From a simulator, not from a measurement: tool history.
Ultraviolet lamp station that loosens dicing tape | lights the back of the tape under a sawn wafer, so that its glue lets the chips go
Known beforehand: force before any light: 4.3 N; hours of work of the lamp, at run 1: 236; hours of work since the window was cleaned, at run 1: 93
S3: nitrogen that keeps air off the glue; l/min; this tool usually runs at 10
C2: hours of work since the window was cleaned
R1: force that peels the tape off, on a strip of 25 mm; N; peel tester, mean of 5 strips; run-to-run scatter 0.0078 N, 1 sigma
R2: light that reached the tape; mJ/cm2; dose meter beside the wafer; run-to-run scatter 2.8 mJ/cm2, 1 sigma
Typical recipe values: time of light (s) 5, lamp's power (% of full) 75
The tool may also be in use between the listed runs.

run 1 day=0 | time_of_light_(s)=5 lamp's_power_(%_of_full)=75 S3=10 | hours_of_work_of_the_lamp=236 C2=93 | R1=0.383 R2=361
run 2 day=0.312 | time_of_light_(s)=5 lamp's_power_(%_of_full)=75 S3=10 | hours_of_work_of_the_lamp=241 C2=99 | R1=0.379 R2=361
run 3 day=0.525 | time_of_light_(s)=7 lamp's_power_(%_of_full)=75 S3=10 | hours_of_work_of_the_lamp=245 C2=103 | R1=0.196 R2=495
run 4 day=0.712 | time_of_light_(s)=7 lamp's_power_(%_of_full)=75 S3=10 | hours_of_work_of_the_lamp=248 C2=106 | R1=0.191 R2=499
run 5 day=0.983 | time_of_light_(s)=7 lamp's_power_(%_of_full)=75 S3=10 | hours_of_work_of_the_lamp=253 C2=110 | R1=0.203 R2=499
run 6 day=1.262 | time_of_light_(s)=7 lamp's_power_(%_of_full)=75 S3=10 | hours_of_work_of_the_lamp=258 C2=115 | R1=0.199 R2=496
run 7 day=1.633 | time_of_light_(s)=5 lamp's_power_(%_of_full)=75 S3=10 | hours_of_work_of_the_lamp=264 C2=122 | R1=0.379 R2=358
run 8 day=2.038 | time_of_light_(s)=5 lamp's_power_(%_of_full)=75 S3=10 | hours_of_work_of_the_lamp=271 C2=129 | R1=0.391 R2=352
run 9 day=2.462 | time_of_light_(s)=5 lamp's_power_(%_of_full)=81 S3=10 | hours_of_work_of_the_lamp=278 C2=136 | R1=0.346 R2=376
run 10 day=2.788 | time_of_light_(s)=5 lamp's_power_(%_of_full)=81 S3=10 | hours_of_work_of_the_lamp=284 C2=142 | R1=0.338 R2=376
run 11 day=3.008 | time_of_light_(s)=7 lamp's_power_(%_of_full)=75 S3=10 | hours_of_work_of_the_lamp=288 C2=145 | R1=0.207 R2=485
run 12 day=3.367 | time_of_light_(s)=7 lamp's_power_(%_of_full)=75 S3=10 | hours_of_work_of_the_lamp=294 C2=152 | R1=0.218 R2=483
run 13 day=3.721 | time_of_light_(s)=7 lamp's_power_(%_of_full)=75 S3=10 | hours_of_work_of_the_lamp=300 C2=158 | R1=0.213 R2=479
run 14 day=4.096 | time_of_light_(s)=7 lamp's_power_(%_of_full)=75 S3=6 | hours_of_work_of_the_lamp=307 C2=164 | R1=0.271 R2=486
run 15 day=4.483 | time_of_light_(s)=7 lamp's_power_(%_of_full)=75 S3=6 | hours_of_work_of_the_lamp=313 C2=171 | R1=0.295 R2=480
run 16 day=4.729 | time_of_light_(s)=7 lamp's_power_(%_of_full)=75 S3=6 | hours_of_work_of_the_lamp=318 C2=175 | R1=0.275 R2=480
run 17 day=5.054 | time_of_light_(s)=5 lamp's_power_(%_of_full)=75 S3=6 | hours_of_work_of_the_lamp=323 C2=181 | R1=0.556 R2=343
run 18 day=5.292 | time_of_light_(s)=5 lamp's_power_(%_of_full)=75 S3=6 | hours_of_work_of_the_lamp=327 C2=185 | R1=0.565 R2=341
run 19 day=5.688 | time_of_light_(s)=5 lamp's_power_(%_of_full)=75 S3=6 | hours_of_work_of_the_lamp=334 C2=192 | R1=0.545 R2=338
run 20 day=5.958 | time_of_light_(s)=5 lamp's_power_(%_of_full)=75 S3=10 | hours_of_work_of_the_lamp=339 C2=197 | R1=0.414 R2=339
run 21 day=6.192 | time_of_light_(s)=5 lamp's_power_(%_of_full)=75 S3=10 | hours_of_work_of_the_lamp=343 C2=201 | R1=0.427 R2=340
run 22 day=6.358 | time_of_light_(s)=5 lamp's_power_(%_of_full)=75 S3=10 | hours_of_work_of_the_lamp=346 C2=204 | R1=0.434 R2=339
run 23 day=6.538 | time_of_light_(s)=5 lamp's_power_(%_of_full)=75 S3=10 | hours_of_work_of_the_lamp=349 C2=207 | R1=0.45 R2=332
run 24 day=6.733 | time_of_light_(s)=5 lamp's_power_(%_of_full)=75 S3=19 | hours_of_work_of_the_lamp=352 C2=210 | R1=0.337 R2=334
run 25 day=7.025 | time_of_light_(s)=5 lamp's_power_(%_of_full)=67 S3=10 | hours_of_work_of_the_lamp=357 C2=215 | R1=0.56 R2=296
run 26 day=7.238 | time_of_light_(s)=2 lamp's_power_(%_of_full)=81 S3=6 | hours_of_work_of_the_lamp=361 C2=219 | R1=1.685 R2=146
run 27 day=7.633 | time_of_light_(s)=3 lamp's_power_(%_of_full)=65 S3=4 | hours_of_work_of_the_lamp=368 C2=226 | R1=1.655 R2=178
run 28 day=7.938 | time_of_light_(s)=5 lamp's_power_(%_of_full)=82 S3=10 | hours_of_work_of_the_lamp=373 C2=231 | R1=0.383 R2=356
run 29 day=8.104 | time_of_light_(s)=5 lamp's_power_(%_of_full)=82 S3=10 | hours_of_work_of_the_lamp=376 C2=234 | R1=0.371 R2=358
run 30 day=8.371 | time_of_light_(s)=6 lamp's_power_(%_of_full)=75 S3=4 | hours_of_work_of_the_lamp=381 C2=238 | R1=0.54 R2=394
run 31 day=8.567 | time_of_light_(s)=6 lamp's_power_(%_of_full)=65 S3=16 | hours_of_work_of_the_lamp=384 C2=242 | R1=0.356 R2=338
run 32 day=8.788 | time_of_light_(s)=9 lamp's_power_(%_of_full)=72 S3=4 | hours_of_work_of_the_lamp=388 C2=246 | R1=0.251 R2=568
run 33 day=9.15 | time_of_light_(s)=3 lamp's_power_(%_of_full)=75 S3=4 | hours_of_work_of_the_lamp=394 C2=252 | R1=1.443 R2=199
run 34 day=9.454 | time_of_light_(s)=5 lamp's_power_(%_of_full)=75 S3=8 | hours_of_work_of_the_lamp=399 C2=257 | R1=0.506 R2=323
run 35 day=9.771 | time_of_light_(s)=3 lamp's_power_(%_of_full)=75 S3=4 | hours_of_work_of_the_lamp=405 C2=263 | R1=1.432 R2=196
run 36 day=10.1 | time_of_light_(s)=5 lamp's_power_(%_of_full)=76 S3=10 | hours_of_work_of_the_lamp=411 C2=268 | R1=0.448 R2=325
run 37 day=10.279 | time_of_light_(s)=5 lamp's_power_(%_of_full)=89 S3=3 | hours_of_work_of_the_lamp=414 C2=271 | R1=0.653 R2=377
run 38 day=10.504 | time_of_light_(s)=3 lamp's_power_(%_of_full)=62 S3=19 | hours_of_work_of_the_lamp=418 C2=275 | R1=1.182 R2=159
run 39 day=10.679 | time_of_light_(s)=3 lamp's_power_(%_of_full)=62 S3=19 | hours_of_work_of_the_lamp=421 C2=278 | R1=1.2 R2=159
run 40 day=10.85 | time_of_light_(s)=2 lamp's_power_(%_of_full)=67 S3=4 | hours_of_work_of_the_lamp=424 C2=281 | R1=2.232 R2=117
run 41 day=11.271 | time_of_light_(s)=5 lamp's_power_(%_of_full)=69 S3=10 | hours_of_work_of_the_lamp=431 C2=289 | R1=0.546 R2=291
run 42 day=11.471 | time_of_light_(s)=5 lamp's_power_(%_of_full)=80 S3=5 | hours_of_work_of_the_lamp=434 C2=292 | R1=0.636 R2=336
run 43 day=11.788 | time_of_light_(s)=5 lamp's_power_(%_of_full)=80 S3=5 | hours_of_work_of_the_lamp=440 C2=298 | R1=0.613 R2=335
run 44 day=11.979 | time_of_light_(s)=8 lamp's_power_(%_of_full)=94 S3=16 | hours_of_work_of_the_lamp=443 C2=301 | R1=0.121 R2=629
run 45 day=12.25 | time_of_light_(s)=8 lamp's_power_(%_of_full)=94 S3=16 | hours_of_work_of_the_lamp=448 C2=306 | R1=0.119 R2=622

Hidden state or all else? Some run-to-run changes of R1, split into what the settings, what came in and random variation would give without the hidden state, and what is left for the hidden state (with any gauge scatter that isn't in both results):
The hidden state here: lamp's light, % of a new lamp's; light that the window lets through, % of a clean one's; drift of the gauge itself on peel_n, %; drift of the gauge itself on dose_mj_cm2, %.
Run 27 -> 28: time of light (s) 3 -> 5, lamp's power (% of full) 65 -> 82, S3 4 -> 10. R1 -1.272 N: hidden state -0.18, all else -1.092.
Run 32 -> 33: time of light (s) 9 -> 3, lamp's power (% of full) 72 -> 75. R1 +1.192 N: hidden state +0.241, all else +0.951.
Run 40 -> 41: time of light (s) 2 -> 5, lamp's power (% of full) 67 -> 69, S3 4 -> 10. R1 -1.686 N: hidden state -0.142, all else -1.544.
Run 43 -> 44: time of light (s) 5 -> 8, lamp's power (% of full) 80 -> 94, S3 5 -> 16. R1 -0.492 N: hidden state -0.21, all else -0.282.
